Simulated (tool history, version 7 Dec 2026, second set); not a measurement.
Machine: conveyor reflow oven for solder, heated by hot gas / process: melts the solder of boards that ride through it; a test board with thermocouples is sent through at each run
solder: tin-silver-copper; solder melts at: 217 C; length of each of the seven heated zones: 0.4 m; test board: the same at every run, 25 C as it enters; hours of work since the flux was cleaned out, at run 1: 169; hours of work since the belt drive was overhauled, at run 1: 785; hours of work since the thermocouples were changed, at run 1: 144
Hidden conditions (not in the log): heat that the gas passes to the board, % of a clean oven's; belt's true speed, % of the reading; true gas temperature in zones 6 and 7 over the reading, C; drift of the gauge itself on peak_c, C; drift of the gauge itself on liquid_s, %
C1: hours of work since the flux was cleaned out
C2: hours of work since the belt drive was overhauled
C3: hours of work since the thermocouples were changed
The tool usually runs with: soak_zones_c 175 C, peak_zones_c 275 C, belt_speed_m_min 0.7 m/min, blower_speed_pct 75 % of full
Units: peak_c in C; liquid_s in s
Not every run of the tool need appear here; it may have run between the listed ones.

{"run": 1, "hour": 0.0, "soak_zones_c": 175, "peak_zones_c": 275, "belt_speed_m_min": 0.7, "blower_speed_pct": 75, "C1": 169, "C2": 785, "C3": 144, "peak_c": 255.4, "liquid_s": 53.4}
{"hour": 9.2, "done": "belt drive overhauled, speed set with a stopwatch"}
{"run": 2, "hour": 11.0, "soak_zones_c": 175, "peak_zones_c": 275, "belt_speed_m_min": 0.7, "blower_speed_pct": 75, "C1": 175, "C2": 1, "C3": 150, "peak_c": 254.6, "liquid_s": 52.7}
{"run": 3, "hour": 16.2, "soak_zones_c": 175, "peak_zones_c": 275, "belt_speed_m_min": 0.7, "blower_speed_pct": 75, "C1": 179, "C2": 5, "C3": 154, "peak_c": 255.1, "liquid_s": 53.1}
{"run": 4, "hour": 22.3, "soak_zones_c": 175, "peak_zones_c": 275, "belt_speed_m_min": 0.7, "blower_speed_pct": 75, "C1": 184, "C2": 10, "C3": 159, "peak_c": 255.3, "liquid_s": 51.9}
{"run": 5, "hour": 30.1, "soak_zones_c": 175, "peak_zones_c": 275, "belt_speed_m_min": 0.753, "blower_speed_pct": 75, "C1": 190, "C2": 16, "C3": 165, "peak_c": 251.5, "liquid_s": 46.5}
{"run": 6, "hour": 41.0, "soak_zones_c": 175, "peak_zones_c": 275, "belt_speed_m_min": 0.7, "blower_speed_pct": 75, "C1": 198, "C2": 25, "C3": 173, "peak_c": 254.5, "liquid_s": 52.3}
{"run": 7, "hour": 47.8, "soak_zones_c": 175, "peak_zones_c": 275, "belt_speed_m_min": 0.7, "blower_speed_pct": 75, "C1": 204, "C2": 30, "C3": 179, "peak_c": 255, "liquid_s": 52.6}
{"run": 8, "hour": 59.2, "soak_zones_c": 165, "peak_zones_c": 275, "belt_speed_m_min": 0.7, "blower_speed_pct": 75, "C1": 213, "C2": 39, "C3": 188, "peak_c": 252.4, "liquid_s": 48}
{"run": 9, "hour": 70.9, "soak_zones_c": 165, "peak_zones_c": 275, "belt_speed_m_min": 0.7, "blower_speed_pct": 75, "C1": 222, "C2": 49, "C3": 197, "peak_c": 251.9, "liquid_s": 47.8}
{"run": 10, "hour": 76.3, "soak_zones_c": 175, "peak_zones_c": 275, "belt_speed_m_min": 0.7, "blower_speed_pct": 65, "C1": 226, "C2": 53, "C3": 201, "peak_c": 252.5, "liquid_s": 50}
{"hour": 84.1, "done": "flux residue cleaned out of gas plates and filters"}
{"run": 11, "hour": 86.1, "soak_zones_c": 175, "peak_zones_c": 275, "belt_speed_m_min": 0.7, "blower_speed_pct": 65, "C1": 2, "C2": 57, "C3": 205, "peak_c": 255.2, "liquid_s": 51.4}
{"run": 12, "hour": 93.5, "soak_zones_c": 175, "peak_zones_c": 275, "belt_speed_m_min": 0.675, "blower_speed_pct": 62, "C1": 7, "C2": 62, "C3": 211, "peak_c": 254.8, "liquid_s": 54.6}
{"run": 13, "hour": 102.3, "soak_zones_c": 175, "peak_zones_c": 278, "belt_speed_m_min": 0.59, "blower_speed_pct": 62, "C1": 14, "C2": 69, "C3": 218, "peak_c": 261.6, "liquid_s": 67.8}
{"run": 14, "hour": 109.9, "soak_zones_c": 175, "peak_zones_c": 278, "belt_speed_m_min": 0.59, "blower_speed_pct": 62, "C1": 20, "C2": 75, "C3": 224, "peak_c": 261.6, "liquid_s": 67.6}
{"run": 15, "hour": 119.3, "soak_zones_c": 175, "peak_zones_c": 269, "belt_speed_m_min": 0.606, "blower_speed_pct": 81, "C1": 28, "C2": 83, "C3": 231, "peak_c": 256.3, "liquid_s": 63}
{"run": 16, "hour": 124.4, "soak_zones_c": 188, "peak_zones_c": 268, "belt_speed_m_min": 0.787, "blower_speed_pct": 78, "C1": 32, "C2": 87, "C3": 235, "peak_c": 249.1, "liquid_s": 47.8}
{"run": 17, "hour": 131.2, "soak_zones_c": 175, "peak_zones_c": 268, "belt_speed_m_min": 0.7, "blower_speed_pct": 75, "C1": 37, "C2": 92, "C3": 241, "peak_c": 249.8, "liquid_s": 49.4}
{"run": 18, "hour": 142.9, "soak_zones_c": 175, "peak_zones_c": 268, "belt_speed_m_min": 0.7, "blower_speed_pct": 75, "C1": 46, "C2": 101, "C3": 250, "peak_c": 249.5, "liquid_s": 49.4}
{"run": 19, "hour": 149.9, "soak_zones_c": 175, "peak_zones_c": 268, "belt_speed_m_min": 0.7, "blower_speed_pct": 75, "C1": 52, "C2": 107, "C3": 255, "peak_c": 249.5, "liquid_s": 49}

Predict each of these 4 candidate next runs independently; none follows another, all start after run 19:
{"run": "A", "hour": 158.1, "soak_zones_c": 175, "peak_zones_c": 266, "belt_speed_m_min": 0.7, "blower_speed_pct": 53, "C1": 58, "C2": 113, "C3": 262, "peak_c": "?", "liquid_s": "?"}
{"run": "B", "hour": 158.1, "soak_zones_c": 175, "peak_zones_c": 275, "belt_speed_m_min": 0.661, "blower_speed_pct": 75, "C1": 58, "C2": 113, "C3": 262, "peak_c": "?", "liquid_s": "?"}
{"run": "C", "hour": 158.1, "soak_zones_c": 175, "peak_zones_c": 268, "belt_speed_m_min": 0.782, "blower_speed_pct": 84, "C1": 58, "C2": 113, "C3": 262, "peak_c": "?", "liquid_s": "?"}
{"run": "D", "hour": 158.1, "soak_zones_c": 170, "peak_zones_c": 284, "belt_speed_m_min": 0.7, "blower_speed_pct": 75, "C1": 58, "C2": 113, "C3": 262, "peak_c": "?", "liquid_s": "?"}

run=A peak_c=242 liquid_s=41.8
run=B peak_c=257.5 liquid_s=57.8
run=C peak_c=248 liquid_s=41.9
run=D peak_c=263.6 liquid_s=55.6
What these runs would have given with no unlogged condition in the tool:
run=A peak_c=242.8 liquid_s=42.5
run=B peak_c=258.3 liquid_s=58.3
run=C peak_c=248.9 liquid_s=42.5
run=D peak_c=264.5 liquid_s=56.1
